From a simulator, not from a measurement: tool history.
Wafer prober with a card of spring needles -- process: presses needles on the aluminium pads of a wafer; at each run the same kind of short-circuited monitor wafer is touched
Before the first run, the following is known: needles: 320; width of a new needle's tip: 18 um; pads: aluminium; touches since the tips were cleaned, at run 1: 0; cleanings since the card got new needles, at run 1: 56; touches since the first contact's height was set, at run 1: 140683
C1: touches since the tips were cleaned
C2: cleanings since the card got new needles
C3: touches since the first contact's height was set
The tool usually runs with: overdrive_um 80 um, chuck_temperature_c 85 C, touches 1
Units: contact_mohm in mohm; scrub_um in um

run 1 day=0 | overdrive_um=80 chuck_temperature_c=85 touches=1 | C1=0 C2=56 C3=140683 | contact_mohm=146 scrub_um=13.1
-- day=0.371 tips cleaned on abrasive film
-- day=0.667 tips cleaned on abrasive film
-- day=0.962 tips cleaned on abrasive film
-- day=1.262 tips cleaned on abrasive film
-- day=1.629 tips cleaned on abrasive film
-- day=1.929 tips cleaned on abrasive film
-- day=2.296 tips cleaned on abrasive film
-- day=2.667 tips cleaned on abrasive film
-- day=3.038 tips cleaned on abrasive film
run 2 day=3.308 | overdrive_um=80 chuck_temperature_c=85 touches=1 | C1=2072 C2=65 C3=165774 | contact_mohm=175 scrub_um=13.01
-- day=3.383 tips cleaned on abrasive film
-- day=3.683 tips cleaned on abrasive film
-- day=3.979 tips cleaned on abrasive film
-- day=4.35 tips cleaned on abrasive film
-- day=4.721 tips cleaned on abrasive film
-- day=5.017 tips cleaned on abrasive film
-- day=5.388 tips cleaned on abrasive film
-- day=5.683 tips cleaned on abrasive film
-- day=6.054 tips cleaned on abrasive film
-- day=6.35 tips cleaned on abrasive film
-- day=6.646 tips cleaned on abrasive film
run 3 day=6.825 | overdrive_um=80 chuck_temperature_c=85 touches=1 | C1=1371 C2=76 C3=192410 | contact_mohm=170 scrub_um=12.95
-- day=6.975 tips cleaned on abrasive film
-- day=7.271 tips cleaned on abrasive film
-- day=7.642 tips cleaned on abrasive film
-- day=7.942 tips cleaned on abrasive film
-- day=8.238 tips cleaned on abrasive film
-- day=8.533 tips cleaned on abrasive film
run 4 day=8.675 | overdrive_um=80 chuck_temperature_c=85 touches=1 | C1=1095 C2=82 C3=206418 | contact_mohm=166 scrub_um=12.85
-- day=8.9 tips cleaned on abrasive film
-- day=9.196 tips cleaned on abrasive film
-- day=9.496 tips cleaned on abrasive film
-- day=9.792 tips cleaned on abrasive film
-- day=10.162 tips cleaned on abrasive film
-- day=10.246 height of the first contact set anew
-- day=10.542 tips cleaned on abrasive film
-- day=10.912 tips cleaned on abrasive film
run 5 day=10.954 | overdrive_um=80 chuck_temperature_c=85 touches=1 | C1=309 C2=89 C3=5363 | contact_mohm=152 scrub_um=13.57
-- day=11.25 tips cleaned on abrasive film
-- day=11.621 tips cleaned on abrasive film
-- day=11.917 tips cleaned on abrasive film
-- day=12.217 tips cleaned on abrasive film
-- day=12.583 tips cleaned on abrasive film
-- day=12.883 tips cleaned on abrasive film
run 6 day=13.075 | overdrive_um=80 chuck_temperature_c=85 touches=1 | C1=1496 C2=95 C3=21457 | contact_mohm=174 scrub_um=13.51
-- day=13.229 tips cleaned on abrasive film
-- day=13.525 tips cleaned on abrasive film
-- day=13.821 tips cleaned on abrasive film
-- day=14.192 tips cleaned on abrasive film
-- day=14.488 tips cleaned on abrasive film
-- day=14.783 tips cleaned on abrasive film
-- day=15.083 tips cleaned on abrasive film
-- day=15.45 tips cleaned on abrasive film
run 7 day=15.454 | overdrive_um=80 chuck_temperature_c=85 touches=1 | C1=28 C2=103 C3=39452 | contact_mohm=146 scrub_um=13.38
-- day=15.754 tips cleaned on abrasive film
-- day=16.05 tips cleaned on abrasive film
-- day=16.421 tips cleaned on abrasive film
-- day=16.717 tips cleaned on abrasive film
-- day=17.088 tips cleaned on abrasive film
run 8 day=17.296 | overdrive_um=80 chuck_temperature_c=85 touches=1 | C1=1578 C2=108 C3=53396 | contact_mohm=175 scrub_um=13.35
-- day=17.446 tips cleaned on abrasive film
-- day=17.742 tips cleaned on abrasive film
-- day=18.112 tips cleaned on abrasive film
-- day=18.408 tips cleaned on abrasive film
-- day=18.704 tips cleaned on abrasive film
-- day=19.004 tips cleaned on abrasive film
-- day=19.371 tips cleaned on abrasive film
-- day=19.671 tips cleaned on abrasive film
-- day=19.967 tips cleaned on abrasive film
-- day=20.338 tips cleaned on abrasive film
-- day=20.704 tips cleaned on abrasive film
-- day=21.004 tips cleaned on abrasive film
run 9 day=21.046 | overdrive_um=80 chuck_temperature_c=102 touches=1 | C1=322 C2=120 C3=81791 | contact_mohm=154 scrub_um=13.28
-- day=21.342 tips cleaned on abrasive film
-- day=21.712 tips cleaned on abrasive film
-- day=22.083 tips cleaned on abrasive film
-- day=22.379 tips cleaned on abrasive film
-- day=22.675 tips cleaned on abrasive film
-- day=23.046 tips cleaned on abrasive film
-- day=23.342 tips cleaned on abrasive film
-- day=23.642 tips cleaned on abrasive film
run 10 day=23.867 | overdrive_um=80 chuck_temperature_c=102 touches=1 | C1=1746 C2=128 C3=103188 | contact_mohm=175 scrub_um=13.21
-- day=23.946 tips cleaned on abrasive film
-- day=24.242 tips cleaned on abrasive film
-- day=24.538 tips cleaned on abrasive film
-- day=24.833 tips cleaned on abrasive film
-- day=25.204 tips cleaned on abrasive film
-- day=25.575 tips cleaned on abrasive film
-- day=25.946 tips cleaned on abrasive film
-- day=26.242 tips cleaned on abrasive film
-- day=26.612 tips cleaned on abrasive film
run 11 day=26.833 | overdrive_um=88 chuck_temperature_c=36 touches=2 | C1=1707 C2=137 C3=125663 | contact_mohm=149 scrub_um=14.48
-- day=26.908 tips cleaned on abrasive film
-- day=27.208 tips cleaned on abrasive film
-- day=27.575 tips cleaned on abrasive film
-- day=27.946 tips cleaned on abrasive film
-- day=28.246 tips cleaned on abrasive film
-- day=28.612 tips cleaned on abrasive film
-- day=28.912 tips cleaned on abrasive film
-- day=29.208 tips cleaned on abrasive film
-- day=29.579 tips cleaned on abrasive film
-- day=29.95 tips cleaned on abrasive film
-- day=30.317 tips cleaned on abrasive film
run 12 day=30.371 | overdrive_um=88 chuck_temperature_c=36 touches=2 | C1=421 C2=148 C3=152460 | contact_mohm=141 scrub_um=14.45
-- day=30.671 tips cleaned on abrasive film
-- day=30.967 tips cleaned on abrasive film
-- day=31.262 tips cleaned on abrasive film
-- day=31.633 tips cleaned on abrasive film
-- day=31.929 tips cleaned on abrasive film
-- day=32.229 tips cleaned on abrasive film
-- day=32.525 tips cleaned on abrasive film
-- day=32.896 tips cleaned on abrasive film
-- day=33.192 tips cleaned on abrasive film
-- day=33.562 tips cleaned on abrasive film
-- day=33.858 tips cleaned on abrasive film
run 13 day=34.071 | overdrive_um=88 chuck_temperature_c=36 touches=2 | C1=1644 C2=159 C3=180493 | contact_mohm=156 scrub_um=14.32
-- day=34.225 tips cleaned on abrasive film
-- day=34.592 tips cleaned on abrasive film
-- day=34.892 tips cleaned on abrasive film
-- day=35.258 tips cleaned on abrasive film
-- day=35.558 tips cleaned on abrasive film
-- day=35.929 tips cleaned on abrasive film
-- day=36.225 tips cleaned on abrasive film
run 14 day=36.408 | overdrive_um=65 chuck_temperature_c=38 touches=1 | C1=1405 C2=166 C3=198180 | contact_mohm=187 scrub_um=10.39
-- day=36.558 tips cleaned on abrasive film
-- day=36.854 tips cleaned on abrasive film
-- day=37.15 tips cleaned on abrasive film
-- day=37.45 tips cleaned on abrasive film
-- day=37.817 tips cleaned on abrasive film
-- day=38.117 tips cleaned on abrasive film
-- day=38.488 tips cleaned on abrasive film
-- day=38.854 tips cleaned on abrasive film
run 15 day=38.908 | overdrive_um=68 chuck_temperature_c=78 touches=1 | C1=389 C2=174 C3=217098 | contact_mohm=162 scrub_um=10.81
-- day=39.067 height of the first contact set anew
-- day=39.217 tips cleaned on abrasive film
-- day=39.512 tips cleaned on abrasive film
-- day=39.808 tips cleaned on abrasive film
-- day=40.108 tips cleaned on abrasive film
-- day=40.475 tips cleaned on abrasive film
-- day=40.775 tips cleaned on abrasive film
-- day=41.142 tips cleaned on abrasive film
-- day=41.442 tips cleaned on abrasive film
-- day=41.738 tips cleaned on abrasive film
-- day=42.033 tips cleaned on abrasive film
-- day=42.404 tips cleaned on abrasive film
run 16 day=42.521 | overdrive_um=68 chuck_temperature_c=38 touches=1 | C1=894 C2=185 C3=26159 | contact_mohm=170 scrub_um=11.43
-- day=42.746 tips cleaned on abrasive film
-- day=43.042 tips cleaned on abrasive film
-- day=43.412 tips cleaned on abrasive film
-- day=43.708 tips cleaned on abrasive film
-- day=44.079 tips cleaned on abrasive film
-- day=44.45 tips cleaned on abrasive film
-- day=44.817 tips cleaned on abrasive film
-- day=45.117 tips cleaned on abrasive film
-- day=45.488 tips cleaned on abrasive film
-- day=45.783 tips cleaned on abrasive film
run 17 day=45.946 | overdrive_um=68 chuck_temperature_c=38 touches=1 | C1=1254 C2=195 C3=52117 | contact_mohm=175 scrub_um=11.29
-- day=46.096 tips cleaned on abrasive film
-- day=46.467 tips cleaned on abrasive film
-- day=46.762 tips cleaned on abrasive film
-- day=47.058 tips cleaned on abrasive film
-- day=47.358 tips cleaned on abrasive film
-- day=47.729 tips cleaned on abrasive film
-- day=48.096 tips cleaned on abrasive film
run 18 day=48.312 | overdrive_um=68 chuck_temperature_c=38 touches=1 | C1=1662 C2=202 C3=70062 | contact_mohm=192 scrub_um=11.35
-- day=48.467 tips cleaned on abrasive film
-- day=48.762 tips cleaned on abrasive film
-- day=49.133 tips cleaned on abrasive film
-- day=49.5 tips cleaned on abrasive film
-- day=49.871 tips cleaned on abrasive film
-- day=50.242 tips cleaned on abrasive film
-- day=50.612 tips cleaned on abrasive film
run 19 day=50.775 | overdrive_um=70 chuck_temperature_c=58 touches=1 | C1=1261 C2=209 C3=88728 | contact_mohm=178 scrub_um=11.62

Hidden condition of the tool, last listed run before each entry between runs versus first listed run after:
After run 1, before run 2: tips cleaned on abrasive film (day 0.371); tips cleaned on abrasive film (day 0.667); tips cleaned on abrasive film (day 0.962); tips cleaned on abrasive film (day 1.262); tips cleaned on abrasive film (day 1.629); tips cleaned on abrasive film (day 1.929); tips cleaned on abrasive film (day 2.296); tips cleaned on abrasive film (day 2.667); tips cleaned on abrasive film (day 3.038)
  debris on the tips, nm: 14.2 -> 123.2; way that the needles fall short of the set height, um: 2.78 -> 3.24; tips' diameter, um: 18.97 -> 19.13
  measured value less the no-hidden-state value, contact_mohm: +5 -> +36 mohm; scrub_um: -0.47 -> -0.55 um
After run 2, before run 3: tips cleaned on abrasive film (day 3.383); tips cleaned on abrasive film (day 3.683); tips cleaned on abrasive film (day 3.979); tips cleaned on abrasive film (day 4.35); tips cleaned on abrasive film (day 4.721); tips cleaned on abrasive film (day 5.017); tips cleaned on abrasive film (day 5.388); tips cleaned on abrasive film (day 5.683); tips cleaned on abrasive film (day 6.054); tips cleaned on abrasive film (day 6.35); tips cleaned on abrasive film (day 6.646)
  debris on the tips, nm: 123.2 -> 95.3; way that the needles fall short of the set height, um: 3.24 -> 3.79; tips' diameter, um: 19.13 -> 19.33
  measured value less the no-hidden-state value, contact_mohm: +36 -> +29 mohm; scrub_um: -0.55 -> -0.65 um
After run 3, before run 4: tips cleaned on abrasive film (day 6.975); tips cleaned on abrasive film (day 7.271); tips cleaned on abrasive film (day 7.642); tips cleaned on abrasive film (day 7.942); tips cleaned on abrasive film (day 8.238); tips cleaned on abrasive film (day 8.533)
  debris on the tips, nm: 95.3 -> 69.1; way that the needles fall short of the set height, um: 3.79 -> 4.12; tips' diameter, um: 19.33 -> 19.44
  measured value less the no-hidden-state value, contact_mohm: +29 -> +22 mohm; scrub_um: -0.65 -> -0.7 um
After run 4, before run 5: tips cleaned on abrasive film (day 8.9); tips cleaned on abrasive film (day 9.196); tips cleaned on abrasive film (day 9.496); tips cleaned on abrasive film (day 9.792); tips cleaned on abrasive film (day 10.162); height of the first contact set anew (day 10.246); tips cleaned on abrasive film (day 10.542); tips cleaned on abrasive film (day 10.912)
  debris on the tips, nm: 69.1 -> 34.9; way that the needles fall short of the set height, um: 4.12 -> 0.11; tips' diameter, um: 19.44 -> 19.57
  measured value less the no-hidden-state value, contact_mohm: +22 -> +11 mohm; scrub_um: -0.7 -> -0.02 um
After run 5, before run 6: tips cleaned on abrasive film (day 11.25); tips cleaned on abrasive film (day 11.621); tips cleaned on abrasive film (day 11.917); tips cleaned on abrasive film (day 12.217); tips cleaned on abrasive film (day 12.583); tips cleaned on abrasive film (day 12.883)
  debris on the tips, nm: 34.9 -> 102.9; way that the needles fall short of the set height, um: 0.11 -> 0.48; tips' diameter, um: 19.57 -> 19.7
  measured value less the no-hidden-state value, contact_mohm: +11 -> +30 mohm; scrub_um: -0.02 -> -0.08 um
After run 6, before run 7: tips cleaned on abrasive film (day 13.229); tips cleaned on abrasive film (day 13.525); tips cleaned on abrasive film (day 13.821); tips cleaned on abrasive film (day 14.192); tips cleaned on abrasive film (day 14.488); tips cleaned on abrasive film (day 14.783); tips cleaned on abrasive film (day 15.083); tips cleaned on abrasive film (day 15.45)
  debris on the tips, nm: 102.9 -> 7.7; way that the needles fall short of the set height, um: 0.48 -> 0.92; tips' diameter, um: 19.7 -> 19.85
  measured value less the no-hidden-state value, contact_mohm: +30 -> +4 mohm; scrub_um: -0.08 -> -0.16 um
After run 7, before run 8: tips cleaned on abrasive film (day 15.754); tips cleaned on abrasive film (day 16.05); tips cleaned on abrasive film (day 16.421); tips cleaned on abrasive film (day 16.717); tips cleaned on abrasive film (day 17.088)
  debris on the tips, nm: 7.7 -> 102.8; way that the needles fall short of the set height, um: 0.92 -> 1.17; tips' diameter, um: 19.85 -> 19.94
  measured value less the no-hidden-state value, contact_mohm: +4 -> +31 mohm; scrub_um: -0.16 -> -0.2 um
After run 8, before run 9: tips cleaned on abrasive film (day 17.446); tips cleaned on abrasive film (day 17.742); tips cleaned on abrasive film (day 18.112); tips cleaned on abrasive film (day 18.408); tips cleaned on abrasive film (day 18.704); tips cleaned on abrasive film (day 19.004); tips cleaned on abrasive film (day 19.371); tips cleaned on abrasive film (day 19.671); tips cleaned on abrasive film (day 19.967); tips cleaned on abrasive film (day 20.338); tips cleaned on abrasive film (day 20.704); tips cleaned on abrasive film (day 21.004)
  debris on the tips, nm: 102.8 -> 28.4; way that the needles fall short of the set height, um: 1.17 -> 1.75; tips' diameter, um: 19.94 -> 20.14
  measured value less the no-hidden-state value, contact_mohm: +31 -> +10 mohm; scrub_um: -0.2 -> -0.3 um
After run 9, before run 10: tips cleaned on abrasive film (day 21.342); tips cleaned on abrasive film (day 21.712); tips cleaned on abrasive film (day 22.083); tips cleaned on abrasive film (day 22.379); tips cleaned on abrasive film (day 22.675); tips cleaned on abrasive film (day 23.046); tips cleaned on abrasive film (day 23.342); tips cleaned on abrasive film (day 23.642)
  debris on the tips, nm: 28.4 -> 101.4; way that the needles fall short of the set height, um: 1.75 -> 2.16; tips' diameter, um: 20.14 -> 20.29
  measured value less the no-hidden-state value, contact_mohm: +10 -> +31 mohm; scrub_um: -0.3 -> -0.36 um
After run 10, before run 11: tips cleaned on abrasive film (day 23.946); tips cleaned on abrasive film (day 24.242); tips cleaned on abrasive film (day 24.538); tips cleaned on abrasive film (day 24.833); tips cleaned on abrasive film (day 25.204); tips cleaned on abrasive film (day 25.575); tips cleaned on abrasive film (day 25.946); tips cleaned on abrasive film (day 26.242); tips cleaned on abrasive film (day 26.612)
  debris on the tips, nm: 101.4 -> 97.6; way that the needles fall short of the set height, um: 2.16 -> 2.56; tips' diameter, um: 20.29 -> 20.43
  measured value less the no-hidden-state value, contact_mohm: +31 -> +18 mohm; scrub_um: -0.36 -> -0.43 um
After run 11, before run 12: tips cleaned on abrasive film (day 26.908); tips cleaned on abrasive film (day 27.208); tips cleaned on abrasive film (day 27.575); tips cleaned on abrasive film (day 27.946); tips cleaned on abrasive film (day 28.246); tips cleaned on abrasive film (day 28.612); tips cleaned on abrasive film (day 28.912); tips cleaned on abrasive film (day 29.208); tips cleaned on abrasive film (day 29.579); tips cleaned on abrasive film (day 29.95); tips cleaned on abrasive film (day 30.317)
  debris on the tips, nm: 97.6 -> 39.9; way that the needles fall short of the set height, um: 2.56 -> 3.05; tips' diameter, um: 20.43 -> 20.6
  measured value less the no-hidden-state value, contact_mohm: +18 -> +8 mohm; scrub_um: -0.43 -> -0.52 um
After run 12, before run 13: tips cleaned on abrasive film (day 30.671); tips cleaned on abrasive film (day 30.967); tips cleaned on abrasive film (day 31.262); tips cleaned on abrasive film (day 31.633); tips cleaned on abrasive film (day 31.929); tips cleaned on abrasive film (day 32.229); tips cleaned on abrasive film (day 32.525); tips cleaned on abrasive film (day 32.896); tips cleaned on abrasive film (day 33.192); tips cleaned on abrasive film (day 33.562); tips cleaned on abrasive film (day 33.858)
  debris on the tips, nm: 39.9 -> 98.6; way that the needles fall short of the set height, um: 3.05 -> 3.56; tips' diameter, um: 20.6 -> 20.78
  measured value less the no-hidden-state value, contact_mohm: +8 -> +20 mohm; scrub_um: -0.52 -> -0.61 um
After run 13, before run 14: tips cleaned on abrasive film (day 34.225); tips cleaned on abrasive film (day 34.592); tips cleaned on abrasive film (day 34.892); tips cleaned on abrasive film (day 35.258); tips cleaned on abrasive film (day 35.558); tips cleaned on abrasive film (day 35.929); tips cleaned on abrasive film (day 36.225)
  debris on the tips, nm: 98.6 -> 93.1; way that the needles fall short of the set height, um: 3.56 -> 3.91; tips' diameter, um: 20.78 -> 20.9
  measured value less the no-hidden-state value, contact_mohm: +20 -> +52 mohm; scrub_um: -0.61 -> -0.67 um
After run 14, before run 15: tips cleaned on abrasive film (day 36.558); tips cleaned on abrasive film (day 36.854); tips cleaned on abrasive film (day 37.15); tips cleaned on abrasive film (day 37.45); tips cleaned on abrasive film (day 37.817); tips cleaned on abrasive film (day 38.117); tips cleaned on abrasive film (day 38.488); tips cleaned on abrasive film (day 38.854)
  debris on the tips, nm: 93.1 -> 32.3; way that the needles fall short of the set height, um: 3.91 -> 4.33; tips' diameter, um: 20.9 -> 21.05
  measured value less the no-hidden-state value, contact_mohm: +52 -> +18 mohm; scrub_um: -0.67 -> -0.73 um
After run 15, before run 16: height of the first contact set anew (day 39.067); tips cleaned on abrasive film (day 39.217); tips cleaned on abrasive film (day 39.512); tips cleaned on abrasive film (day 39.808); tips cleaned on abrasive film (day 40.108); tips cleaned on abrasive film (day 40.475); tips cleaned on abrasive film (day 40.775); tips cleaned on abrasive film (day 41.142); tips cleaned on abrasive film (day 41.442); tips cleaned on abrasive film (day 41.738); tips cleaned on abrasive film (day 42.033); tips cleaned on abrasive film (day 42.404)
  debris on the tips, nm: 32.3 -> 64.3; way that the needles fall short of the set height, um: 4.33 -> 0.54; tips' diameter, um: 21.05 -> 21.24
  measured value less the no-hidden-state value, contact_mohm: +18 -> +31 mohm; scrub_um: -0.73 -> -0.09 um
After run 16, before run 17: tips cleaned on abrasive film (day 42.746); tips cleaned on abrasive film (day 43.042); tips cleaned on abrasive film (day 43.412); tips cleaned on abrasive film (day 43.708); tips cleaned on abrasive film (day 44.079); tips cleaned on abrasive film (day 44.45); tips cleaned on abrasive film (day 44.817); tips cleaned on abrasive film (day 45.117); tips cleaned on abrasive film (day 45.488); tips cleaned on abrasive film (day 45.783)
  debris on the tips, nm: 64.3 -> 78.3; way that the needles fall short of the set height, um: 0.54 -> 1.05; tips' diameter, um: 21.24 -> 21.41
  measured value less the no-hidden-state value, contact_mohm: +31 -> +39 mohm; scrub_um: -0.09 -> -0.18 um
After run 17, before run 18: tips cleaned on abrasive film (day 46.096); tips cleaned on abrasive film (day 46.467); tips cleaned on abrasive film (day 46.762); tips cleaned on abrasive film (day 47.058); tips cleaned on abrasive film (day 47.358); tips cleaned on abrasive film (day 47.729); tips cleaned on abrasive film (day 48.096)
  debris on the tips, nm: 78.3 -> 113.4; way that the needles fall short of the set height, um: 1.05 -> 1.4; tips' diameter, um: 21.41 -> 21.54
  measured value less the no-hidden-state value, contact_mohm: +39 -> +56 mohm; scrub_um: -0.18 -> -0.24 um
After run 18, before run 19: tips cleaned on abrasive film (day 48.467); tips cleaned on abrasive film (day 48.762); tips cleaned on abrasive film (day 49.133); tips cleaned on abrasive film (day 49.5); tips cleaned on abrasive film (day 49.871); tips cleaned on abrasive film (day 50.242); tips cleaned on abrasive film (day 50.612)
  debris on the tips, nm: 113.4 -> 87.9; way that the needles fall short of the set height, um: 1.4 -> 1.73; tips' diameter, um: 21.54 -> 21.65
  measured value less the no-hidden-state value, contact_mohm: +56 -> +41 mohm; scrub_um: -0.24 -> -0.29 um
